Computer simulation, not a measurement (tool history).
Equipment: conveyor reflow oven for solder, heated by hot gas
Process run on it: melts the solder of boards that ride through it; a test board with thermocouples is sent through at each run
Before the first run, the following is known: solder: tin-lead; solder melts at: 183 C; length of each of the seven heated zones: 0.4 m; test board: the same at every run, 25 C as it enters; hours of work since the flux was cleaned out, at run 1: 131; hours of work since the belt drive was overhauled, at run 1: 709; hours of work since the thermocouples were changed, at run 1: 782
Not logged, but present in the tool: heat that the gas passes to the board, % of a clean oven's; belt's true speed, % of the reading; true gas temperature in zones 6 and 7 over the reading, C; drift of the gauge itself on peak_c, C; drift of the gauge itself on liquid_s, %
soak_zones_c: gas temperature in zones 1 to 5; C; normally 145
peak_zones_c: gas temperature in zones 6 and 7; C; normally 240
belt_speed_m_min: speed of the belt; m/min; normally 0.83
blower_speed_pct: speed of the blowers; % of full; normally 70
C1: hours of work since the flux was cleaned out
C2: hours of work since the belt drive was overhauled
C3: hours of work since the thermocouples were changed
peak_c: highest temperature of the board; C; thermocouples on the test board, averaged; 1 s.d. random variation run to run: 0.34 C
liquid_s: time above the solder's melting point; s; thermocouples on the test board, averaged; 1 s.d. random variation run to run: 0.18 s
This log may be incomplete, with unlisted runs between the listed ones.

run 1 day=0 | soak_zones_c=145 peak_zones_c=240 belt_speed_m_min=0.83 blower_speed_pct=70 | C1=131 C2=709 C3=782 | peak_c=224.4 liquid_s=49.9
run 2 day=1.554 | soak_zones_c=145 peak_zones_c=240 belt_speed_m_min=0.714 blower_speed_pct=70 | C1=157 C2=734 C3=807 | peak_c=228 liquid_s=60.5
run 3 day=2.942 | soak_zones_c=145 peak_zones_c=240 belt_speed_m_min=0.83 blower_speed_pct=70 | C1=179 C2=757 C3=830 | peak_c=223.9 liquid_s=49.9
run 4 day=4.446 | soak_zones_c=145 peak_zones_c=240 belt_speed_m_min=0.83 blower_speed_pct=70 | C1=204 C2=781 C3=855 | peak_c=224.7 liquid_s=50.1
run 5 day=5.192 | soak_zones_c=145 peak_zones_c=240 belt_speed_m_min=0.83 blower_speed_pct=70 | C1=216 C2=794 C3=867 | peak_c=224.3 liquid_s=50.1
run 6 day=6.212 | soak_zones_c=145 peak_zones_c=240 belt_speed_m_min=0.83 blower_speed_pct=70 | C1=233 C2=810 C3=884 | peak_c=223.9 liquid_s=50
run 7 day=7.025 | soak_zones_c=144 peak_zones_c=240 belt_speed_m_min=0.83 blower_speed_pct=70 | C1=246 C2=824 C3=897 | peak_c=223.4 liquid_s=49.4
run 8 day=7.979 | soak_zones_c=145 peak_zones_c=240 belt_speed_m_min=0.83 blower_speed_pct=65 | C1=262 C2=839 C3=912 | peak_c=222.3 liquid_s=49.4
run 9 day=9.142 | soak_zones_c=145 peak_zones_c=240 belt_speed_m_min=0.83 blower_speed_pct=65 | C1=281 C2=858 C3=931 | peak_c=222.9 liquid_s=49.5
run 10 day=9.875 | soak_zones_c=145 peak_zones_c=240 belt_speed_m_min=0.83 blower_speed_pct=65 | C1=293 C2=870 C3=943 | peak_c=222.6 liquid_s=49.3
run 11 day=11.375 | soak_zones_c=145 peak_zones_c=240 belt_speed_m_min=0.822 blower_speed_pct=65 | C1=317 C2=895 C3=968 | peak_c=223.7 liquid_s=49.9
run 12 day=12.112 | soak_zones_c=145 peak_zones_c=240 belt_speed_m_min=0.822 blower_speed_pct=65 | C1=329 C2=907 C3=980 | peak_c=222.5 liquid_s=50.2
run 13 day=12.992 | soak_zones_c=145 peak_zones_c=240 belt_speed_m_min=0.83 blower_speed_pct=70 | C1=344 C2=921 C3=994 | peak_c=223.7 liquid_s=49.6
run 14 day=14.462 | soak_zones_c=145 peak_zones_c=240 belt_speed_m_min=0.83 blower_speed_pct=70 | C1=368 C2=945 C3=1019 | peak_c=223.1 liquid_s=49.6
-- day=15.092 flux residue cleaned out of gas plates and filters
run 15 day=15.325 | soak_zones_c=145 peak_zones_c=240 belt_speed_m_min=0.83 blower_speed_pct=70 | C1=4 C2=956 C3=1029 | peak_c=224.3 liquid_s=50.3
run 16 day=16.829 | soak_zones_c=145 peak_zones_c=240 belt_speed_m_min=0.83 blower_speed_pct=70 | C1=28 C2=981 C3=1054 | peak_c=224 liquid_s=50.6
run 17 day=18.104 | soak_zones_c=145 peak_zones_c=240 belt_speed_m_min=0.999 blower_speed_pct=68 | C1=49 C2=1002 C3=1075 | peak_c=217.8 liquid_s=38.5
run 18 day=19.008 | soak_zones_c=145 peak_zones_c=240 belt_speed_m_min=0.999 blower_speed_pct=68 | C1=64 C2=1016 C3=1089 | peak_c=217.2 liquid_s=39
run 19 day=20.021 | soak_zones_c=145 peak_zones_c=240 belt_speed_m_min=0.83 blower_speed_pct=59 | C1=81 C2=1033 C3=1106 | peak_c=221.4 liquid_s=49.2
run 20 day=20.788 | soak_zones_c=145 peak_zones_c=240 belt_speed_m_min=0.83 blower_speed_pct=59 | C1=93 C2=1045 C3=1119 | peak_c=221.9 liquid_s=49.2
run 21 day=21.704 | soak_zones_c=145 peak_zones_c=246 belt_speed_m_min=0.751 blower_speed_pct=55 | C1=108 C2=1061 C3=1134 | peak_c=229 liquid_s=58.5
run 22 day=23.183 | soak_zones_c=145 peak_zones_c=233 belt_speed_m_min=0.952 blower_speed_pct=55 | C1=132 C2=1085 C3=1158 | peak_c=211 liquid_s=36.1
run 23 day=23.942 | soak_zones_c=155 peak_zones_c=233 belt_speed_m_min=0.817 blower_speed_pct=55 | C1=145 C2=1097 C3=1170 | peak_c=216.8 liquid_s=50.9
run 24 day=24.988 | soak_zones_c=145 peak_zones_c=255 belt_speed_m_min=0.83 blower_speed_pct=64 | C1=162 C2=1114 C3=1187 | peak_c=235.7 liquid_s=55.3
run 25 day=26.258 | soak_zones_c=158 peak_zones_c=240 belt_speed_m_min=0.83 blower_speed_pct=87 | C1=183 C2=1135 C3=1208 | peak_c=226.7 liquid_s=55.7
run 26 day=27.458 | soak_zones_c=158 peak_zones_c=240 belt_speed_m_min=0.83 blower_speed_pct=87 | C1=202 C2=1155 C3=1228 | peak_c=226.3 liquid_s=55.7
run 27 day=28.558 | soak_zones_c=145 peak_zones_c=240 belt_speed_m_min=0.798 blower_speed_pct=57 | C1=220 C2=1173 C3=1246 | peak_c=221.9 liquid_s=51.5
run 28 day=29.988 | soak_zones_c=145 peak_zones_c=251 belt_speed_m_min=0.979 blower_speed_pct=58 | C1=244 C2=1196 C3=1269 | peak_c=224.4 liquid_s=42.4
run 29 day=31.192 | soak_zones_c=145 peak_zones_c=251 belt_speed_m_min=0.981 blower_speed_pct=70 | C1=264 C2=1216 C3=1289 | peak_c=227 liquid_s=43.4

Branching from run 29: 5 alternative next runs. What would each branch give?
run A day=32.15 | soak_zones_c=154 peak_zones_c=251 belt_speed_m_min=0.677 blower_speed_pct=52 | C1=279 C2=1231 C3=1305 | peak_c=? liquid_s=?
run B day=32.15 | soak_zones_c=148 peak_zones_c=240 belt_speed_m_min=0.83 blower_speed_pct=70 | C1=279 C2=1231 C3=1305 | peak_c=? liquid_s=?
run C day=32.15 | soak_zones_c=159 peak_zones_c=251 belt_speed_m_min=0.976 blower_speed_pct=70 | C1=279 C2=1231 C3=1305 | peak_c=? liquid_s=?
run D day=32.15 | soak_zones_c=139 peak_zones_c=251 belt_speed_m_min=0.981 blower_speed_pct=65 | C1=279 C2=1231 C3=1305 | peak_c=? liquid_s=?
run E day=32.15 | soak_zones_c=142 peak_zones_c=240 belt_speed_m_min=0.732 blower_speed_pct=70 | C1=279 C2=1231 C3=1305 | peak_c=? liquid_s=?

run=A peak_c=236.7 liquid_s=71.5
run=B peak_c=223.4 liquid_s=50.9
run=C peak_c=229.5 liquid_s=48.7
run=D peak_c=224.7 liquid_s=41
run=E peak_c=225.4 liquid_s=57.5
With the hidden condition removed and each run's random variation left untouched, the same runs would have given:
run=A peak_c=240.6 liquid_s=70.6
run=B peak_c=227.3 liquid_s=50.9
run=C peak_c=233.2 liquid_s=48.4
run=D peak_c=228.4 liquid_s=41.2
run=E peak_c=229.4 liquid_s=57.5
